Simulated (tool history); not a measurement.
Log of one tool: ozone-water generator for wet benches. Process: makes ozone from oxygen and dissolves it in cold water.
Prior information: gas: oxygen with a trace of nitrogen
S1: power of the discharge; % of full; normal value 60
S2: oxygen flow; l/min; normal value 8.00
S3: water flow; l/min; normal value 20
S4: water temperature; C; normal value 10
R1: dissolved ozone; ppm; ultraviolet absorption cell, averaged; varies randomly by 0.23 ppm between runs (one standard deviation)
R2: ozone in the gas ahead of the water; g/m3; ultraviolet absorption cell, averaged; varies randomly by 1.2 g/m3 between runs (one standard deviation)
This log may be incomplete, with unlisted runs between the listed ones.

{"run": 1, "hour": 0.0, "S1": 60, "S2": 8.0, "S3": 20, "S4": 10, "R1": 34.6, "R2": 207.6}
{"run": 2, "hour": 169.7, "S1": 78, "S2": 8.0, "S3": 20, "S4": 10, "R1": 39.8, "R2": 240.6}
{"run": 3, "hour": 348.9, "S1": 60, "S2": 8.0, "S3": 24, "S4": 10, "R1": 30.5, "R2": 208.6}
{"run": 4, "hour": 539.2, "S1": 60, "S2": 6.38, "S3": 20, "S4": 10, "R1": 33.6, "R2": 228.7}
{"run": 5, "hour": 718.7, "S1": 60, "S2": 6.38, "S3": 20, "S4": 10, "R1": 34.2, "R2": 231.0}
{"run": 6, "hour": 918.6, "S1": 60, "S2": 8.0, "S3": 16, "S4": 10, "R1": 40.1, "R2": 209.2}
{"run": 7, "hour": 1134.5, "S1": 72, "S2": 8.0, "S3": 20, "S4": 10, "R1": 38.3, "R2": 228.8}
{"run": 8, "hour": 1348.1, "S1": 72, "S2": 8.0, "S3": 20, "S4": 10, "R1": 38.3, "R2": 229.2}
{"run": 9, "hour": 1520.7, "S1": 72, "S2": 8.0, "S3": 20, "S4": 10, "R1": 38.1, "R2": 231.9}
{"run": 10, "hour": 1617.6, "S1": 72, "S2": 8.0, "S3": 20, "S4": 10, "R1": 38.1, "R2": 229.3}
{"run": 11, "hour": 1813.7, "S1": 60, "S2": 8.0, "S3": 20, "S4": 10, "R1": 34.6, "R2": 208.9}
{"run": 12, "hour": 2011.1, "S1": 44, "S2": 8.0, "S3": 20, "S4": 10, "R1": 28.9, "R2": 175.3}
{"run": 13, "hour": 2232.2, "S1": 60, "S2": 8.0, "S3": 20, "S4": 10, "R1": 34.6, "R2": 205.6}
{"run": 14, "hour": 2378.6, "S1": 60, "S2": 8.0, "S3": 20, "S4": 10, "R1": 34.4, "R2": 210.0}
{"run": 15, "hour": 2587.9, "S1": 51, "S2": 8.0, "S3": 20, "S4": 10, "R1": 31.5, "R2": 188.4}
{"run": 16, "hour": 2713.2, "S1": 51, "S2": 8.0, "S3": 20, "S4": 10, "R1": 31.4, "R2": 191.7}
{"run": 17, "hour": 2889.6, "S1": 51, "S2": 8.0, "S3": 20, "S4": 10, "R1": 31.9, "R2": 189.5}
{"run": 18, "hour": 3096.7, "S1": 64, "S2": 5.5, "S3": 26, "S4": 10, "R1": 27.8, "R2": 253.0}
{"run": 19, "hour": 3319.4, "S1": 64, "S2": 12.41, "S3": 13, "S4": 8, "R1": 46.3, "R2": 175.4}
{"run": 20, "hour": 3502.9, "S1": 64, "S2": 12.41, "S3": 13, "S4": 8, "R1": 47.1, "R2": 176.4}
{"run": 21, "hour": 3669.3, "S1": 41, "S2": 4.43, "S3": 20, "S4": 14, "R1": 25.2, "R2": 219.2}
{"run": 22, "hour": 3856.5, "S1": 41, "S2": 4.43, "S3": 20, "S4": 14, "R1": 24.7, "R2": 219.9}
{"run": 23, "hour": 3948.9, "S1": 41, "S2": 4.43, "S3": 20, "S4": 14, "R1": 25.0, "R2": 222.6}
{"run": 24, "hour": 4177.8, "S1": 44, "S2": 8.0, "S3": 21, "S4": 9, "R1": 28.6, "R2": 174.0}

For run 25, what comes out?
{"run": 25, "hour": 4320.7, "S1": 85, "S2": 6.68, "S3": 28, "S4": 12, "R1": "?", "R2": "?"}

For run 25 the tool returned R1 30.8 ppm, R2 272.8 g/m3.
Minus the tool's unlogged condition, the same run would have read R1 30.9 ppm, R2 273.4 g/m3.
